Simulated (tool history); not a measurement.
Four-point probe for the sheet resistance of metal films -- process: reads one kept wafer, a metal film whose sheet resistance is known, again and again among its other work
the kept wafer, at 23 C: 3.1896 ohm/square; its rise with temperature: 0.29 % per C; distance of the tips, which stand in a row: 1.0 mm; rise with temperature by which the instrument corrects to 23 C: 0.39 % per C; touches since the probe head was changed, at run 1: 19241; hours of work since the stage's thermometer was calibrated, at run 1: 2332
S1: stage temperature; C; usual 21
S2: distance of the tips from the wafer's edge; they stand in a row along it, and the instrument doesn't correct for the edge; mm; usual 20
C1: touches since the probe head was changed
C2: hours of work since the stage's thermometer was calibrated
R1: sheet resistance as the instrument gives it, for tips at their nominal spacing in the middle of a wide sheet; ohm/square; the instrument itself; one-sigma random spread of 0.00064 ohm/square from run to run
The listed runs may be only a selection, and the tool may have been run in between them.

Run 1, day 0.000: usual settings; C1 19241; C2 2332. Result: R1 3.200568 ohm/square.
Run 2, day 1.038: usual settings but S2 36 mm; C1 19731; C2 2345. Result: R1 3.197648 ohm/square.
Run 3, day 1.858: usual settings; C1 20121; C2 2355. Result: R1 3.200239 ohm/square.
Run 4, day 2.554: usual settings but S2 4 mm; C1 20450; C2 2364. Result: R1 3.301195 ohm/square.
Run 5, day 3.250: usual settings but S2 4 mm; C1 20779; C2 2372. Result: R1 3.300637 ohm/square.
Run 6, day 4.775: usual settings but S2 27 mm; C1 21502; C2 2392. Result: R1 3.199616 ohm/square.
Run 7, day 5.612: usual settings but S1 23 C; C1 21898; C2 2402. Result: R1 3.194521 ohm/square.
Run 8, day 6.462: usual settings; C1 22300; C2 2413. Result: R1 3.201003 ohm/square.
Run 9, day 7.462: usual settings but S1 26 C; C1 22774; C2 2425. Result: R1 3.185290 ohm/square.
Run 10, day 8.896: usual settings but S1 33 C; C1 23452; C2 2443. Result: R1 3.162472 ohm/square.
Run 11, day 10.408: usual settings but S2 16 mm; C1 24168; C2 2462. Result: R1 3.202792 ohm/square.
Run 12, day 11.400: usual settings but S2 16 mm; C1 24638; C2 2475. Result: R1 3.202373 ohm/square.
Run 13, day 12.658: usual settings but S2 16 mm; C1 25234; C2 2491. Result: R1 3.202838 ohm/square.
Run 14, day 14.004: usual settings but S1 27 C; C1 25870; C2 2507. Result: R1 3.181611 ohm/square.
Run 15, day 15.158: usual settings but S1 19 C, S2 4 mm; C1 26417; C2 2522. Result: R1 3.307799 ohm/square.
Run 16, day 15.821: usual settings but S2 3 mm; C1 26731; C2 2530. Result: R1 3.376188 ohm/square.
Run 17, day 16.575: usual settings but S1 30 C, S2 6 mm; C1 27087; C2 2540. Result: R1 3.214929 ohm/square.
Run 18, day 17.379: usual settings but S1 30 C, S2 6 mm; C1 27468; C2 2550. Result: R1 3.213757 ohm/square.
Run 19, day 18.646: usual settings but S1 30 C, S2 6 mm; C1 28068; C2 2566. Result: R1 3.214968 ohm/square.
Run 20, day 19.858: usual settings but S2 8 mm; C1 28642; C2 2581. Result: R1 3.222410 ohm/square.

Expected results for the next run?
Run 21, day 20.871: usual settings but S1 32 C, S2 7 mm; C1 29122; C2 2594. Result: R1 ?.

R1: 3.195595 ohm/square
Take away the tool's hidden state, keep the run-to-run variation as it was, and the same run would have given R1 3.195595 ohm/square.
